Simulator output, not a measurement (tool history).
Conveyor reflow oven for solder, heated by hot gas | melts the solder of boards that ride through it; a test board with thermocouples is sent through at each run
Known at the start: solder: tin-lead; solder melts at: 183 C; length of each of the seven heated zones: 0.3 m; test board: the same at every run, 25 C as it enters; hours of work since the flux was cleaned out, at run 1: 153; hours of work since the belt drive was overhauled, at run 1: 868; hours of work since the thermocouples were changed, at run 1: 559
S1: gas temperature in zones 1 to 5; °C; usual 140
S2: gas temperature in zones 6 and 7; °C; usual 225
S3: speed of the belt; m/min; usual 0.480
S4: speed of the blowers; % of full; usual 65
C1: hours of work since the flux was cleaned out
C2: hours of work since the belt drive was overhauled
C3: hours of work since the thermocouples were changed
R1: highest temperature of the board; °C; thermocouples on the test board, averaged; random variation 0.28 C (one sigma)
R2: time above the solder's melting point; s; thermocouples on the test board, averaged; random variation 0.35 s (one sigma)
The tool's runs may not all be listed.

run 1 hour=0.0 | S1=140 S2=225 S3=0.480 S4=65 | C1=153 C2=868 C3=559 | R1=211.9 R2=53.1
run 2 hour=64.2 | S1=140 S2=225 S3=0.480 S4=65 | C1=186 C2=902 C3=592 | R1=211.2 R2=54.2
-- hour=117.2 belt drive overhauled, speed set with a stopwatch
run 3 hour=143.6 | S1=140 S2=225 S3=0.480 S4=65 | C1=226 C2=14 C3=632 | R1=210.3 R2=50.5
run 4 hour=218.8 | S1=140 S2=225 S3=0.480 S4=65 | C1=265 C2=53 C3=672 | R1=210.5 R2=51.0
-- hour=230.9 flux residue cleaned out of gas plates and filters
run 5 hour=265.7 | S1=140 S2=225 S3=0.480 S4=65 | C1=18 C2=75 C3=693 | R1=209.7 R2=49.5
run 6 hour=342.0 | S1=140 S2=225 S3=0.480 S4=81 | C1=58 C2=115 C3=734 | R1=213.3 R2=54.2
run 7 hour=389.4 | S1=140 S2=225 S3=0.480 S4=81 | C1=83 C2=140 C3=758 | R1=212.9 R2=54.7
run 8 hour=454.3 | S1=140 S2=217 S3=0.521 S4=56 | C1=117 C2=174 C3=793 | R1=196.3 R2=29.8
run 9 hour=533.9 | S1=140 S2=217 S3=0.521 S4=56 | C1=159 C2=216 C3=834 | R1=196.8 R2=29.7
run 10 hour=614.6 | S1=140 S2=217 S3=0.521 S4=56 | C1=201 C2=259 C3=877 | R1=196.6 R2=29.5
-- hour=625.4 flux residue cleaned out of gas plates and filters, once more
run 11 hour=665.1 | S1=132 S2=217 S3=0.575 S4=75 | C1=21 C2=282 C3=901 | R1=202.0 R2=32.7
run 12 hour=699.9 | S1=140 S2=222 S3=0.561 S4=84 | C1=39 C2=301 C3=919 | R1=210.0 R2=45.0
run 13 hour=741.6 | S1=142 S2=236 S3=0.528 S4=89 | C1=61 C2=323 C3=941 | R1=225.8 R2=58.6

The same runs without the tool's hidden state, with the same run-to-run variation:
The hidden state here: heat that the gas passes to the board, % of a clean oven's; belt's true speed, % of the reading; true gas temperature in zones 6 and 7 over the reading, C; drift of the gauge itself on peak_c, C; drift of the gauge itself on liquid_s, %.
run=1 R1=211.3 R2=51.4
run=2 R1=210.7 R2=52.6
run=3 R1=210.7 R2=51.3
run=4 R1=211.1 R2=52.0
run=5 R1=211.2 R2=51.6
run=6 R1=215.0 R2=56.5
run=7 R1=214.8 R2=57.1
run=8 R1=198.0 R2=33.2
run=9 R1=198.7 R2=33.3
run=10 R1=198.6 R2=33.4
run=11 R1=200.3 R2=30.6
run=12 R1=208.4 R2=43.3
run=13 R1=224.2 R2=57.3

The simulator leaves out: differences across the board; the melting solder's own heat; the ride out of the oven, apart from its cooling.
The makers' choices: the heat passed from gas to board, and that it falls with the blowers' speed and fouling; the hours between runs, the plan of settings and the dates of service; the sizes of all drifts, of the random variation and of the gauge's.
